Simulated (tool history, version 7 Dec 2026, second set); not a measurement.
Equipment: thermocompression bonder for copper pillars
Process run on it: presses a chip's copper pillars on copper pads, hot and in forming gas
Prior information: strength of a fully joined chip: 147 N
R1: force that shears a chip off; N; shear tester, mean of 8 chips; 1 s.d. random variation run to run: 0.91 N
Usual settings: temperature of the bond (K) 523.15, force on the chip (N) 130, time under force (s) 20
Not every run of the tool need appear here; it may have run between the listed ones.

{"run": 1, "hour": 0.0, "temperature of the bond (K)": 523.15, "force on the chip (N)": 130, "time under force (s)": 20, "R1": 79}
{"run": 2, "hour": 11.7, "temperature of the bond (K)": 523.15, "force on the chip (N)": 130, "time under force (s)": 20, "R1": 80.9}
{"run": 3, "hour": 18.1, "temperature of the bond (K)": 523.15, "force on the chip (N)": 130, "time under force (s)": 28, "R1": 90}
{"run": 4, "hour": 23.0, "temperature of the bond (K)": 523.15, "force on the chip (N)": 130, "time under force (s)": 28, "R1": 87.2}
{"run": 5, "hour": 33.6, "temperature of the bond (K)": 523.15, "force on the chip (N)": 130, "time under force (s)": 28, "R1": 86.4}
{"run": 6, "hour": 40.1, "temperature of the bond (K)": 523.15, "force on the chip (N)": 130, "time under force (s)": 17, "R1": 76.4}
{"hour": 45.7, "done": "forming gas filter changed"}
{"run": 7, "hour": 50.3, "temperature of the bond (K)": 523.15, "force on the chip (N)": 129, "time under force (s)": 20, "R1": 83.9}
{"run": 8, "hour": 62.3, "temperature of the bond (K)": 523.15, "force on the chip (N)": 129, "time under force (s)": 20, "R1": 83.9}
{"run": 9, "hour": 73.2, "temperature of the bond (K)": 515.15, "force on the chip (N)": 129, "time under force (s)": 20, "R1": 74.5}
{"run": 10, "hour": 82.2, "temperature of the bond (K)": 523.15, "force on the chip (N)": 130, "time under force (s)": 20, "R1": 84.7}
{"run": 11, "hour": 93.4, "temperature of the bond (K)": 523.15, "force on the chip (N)": 130, "time under force (s)": 20, "R1": 84.1}
{"run": 12, "hour": 105.2, "temperature of the bond (K)": 523.15, "force on the chip (N)": 130, "time under force (s)": 20, "R1": 83.9}
{"run": 13, "hour": 114.6, "temperature of the bond (K)": 523.15, "force on the chip (N)": 160, "time under force (s)": 20, "R1": 98.7}
{"run": 14, "hour": 126.3, "temperature of the bond (K)": 505.15, "force on the chip (N)": 130, "time under force (s)": 20, "R1": 65.7}
{"run": 15, "hour": 132.4, "temperature of the bond (K)": 505.15, "force on the chip (N)": 130, "time under force (s)": 20, "R1": 64.4}
{"run": 16, "hour": 138.2, "temperature of the bond (K)": 511.15, "force on the chip (N)": 170, "time under force (s)": 20, "R1": 90.5}
{"run": 17, "hour": 143.6, "temperature of the bond (K)": 548.15, "force on the chip (N)": 111, "time under force (s)": 20, "R1": 96.4}
{"run": 18, "hour": 150.2, "temperature of the bond (K)": 536.15, "force on the chip (N)": 130, "time under force (s)": 15, "R1": 88.2}
{"run": 19, "hour": 155.2, "temperature of the bond (K)": 536.15, "force on the chip (N)": 130, "time under force (s)": 15, "R1": 87.1}
{"hour": 157.8, "done": "heater calibrated with a thermocouple chip"}
{"run": 20, "hour": 166.6, "temperature of the bond (K)": 534.15, "force on the chip (N)": 147, "time under force (s)": 20, "R1": 107}
{"run": 21, "hour": 171.7, "temperature of the bond (K)": 514.15, "force on the chip (N)": 130, "time under force (s)": 58, "R1": 107.9}
{"hour": 178.7, "done": "heater calibrated with a thermocouple chip, once more"}
{"run": 22, "hour": 180.6, "temperature of the bond (K)": 523.15, "force on the chip (N)": 178, "time under force (s)": 38, "R1": 116.9}
{"run": 23, "hour": 191.4, "temperature of the bond (K)": 523.15, "force on the chip (N)": 109, "time under force (s)": 20, "R1": 64.4}
{"run": 24, "hour": 202.8, "temperature of the bond (K)": 541.15, "force on the chip (N)": 109, "time under force (s)": 20, "R1": 83.7}
{"run": 25, "hour": 209.0, "temperature of the bond (K)": 543.15, "force on the chip (N)": 130, "time under force (s)": 20, "R1": 97.9}
{"run": 26, "hour": 218.8, "temperature of the bond (K)": 494.15, "force on the chip (N)": 89, "time under force (s)": 20, "R1": 32}
{"run": 27, "hour": 227.0, "temperature of the bond (K)": 494.15, "force on the chip (N)": 191, "time under force (s)": 20, "R1": 72.7}
{"run": 28, "hour": 233.1, "temperature of the bond (K)": 531.15, "force on the chip (N)": 112, "time under force (s)": 59, "R1": 102.9}
{"run": 29, "hour": 242.6, "temperature of the bond (K)": 523.15, "force on the chip (N)": 146, "time under force (s)": 11, "R1": 69.7}

Forecast each of these 3 alternatives for the next run:
{"run": "A", "hour": 249.8, "temperature of the bond (K)": 523.15, "force on the chip (N)": 105, "time under force (s)": 20, "R1": "?"}
{"run": "B", "hour": 249.8, "temperature of the bond (K)": 535.15, "force on the chip (N)": 153, "time under force (s)": 29, "R1": "?"}
{"run": "C", "hour": 249.8, "temperature of the bond (K)": 517.15, "force on the chip (N)": 129, "time under force (s)": 25, "R1": "?"}

run=A R1=62.6
run=B R1=111
run=C R1=75.6
Without the tool's hidden state the same runs would have given:
run=A R1=62.1
run=B R1=111.1
run=C R1=75.1

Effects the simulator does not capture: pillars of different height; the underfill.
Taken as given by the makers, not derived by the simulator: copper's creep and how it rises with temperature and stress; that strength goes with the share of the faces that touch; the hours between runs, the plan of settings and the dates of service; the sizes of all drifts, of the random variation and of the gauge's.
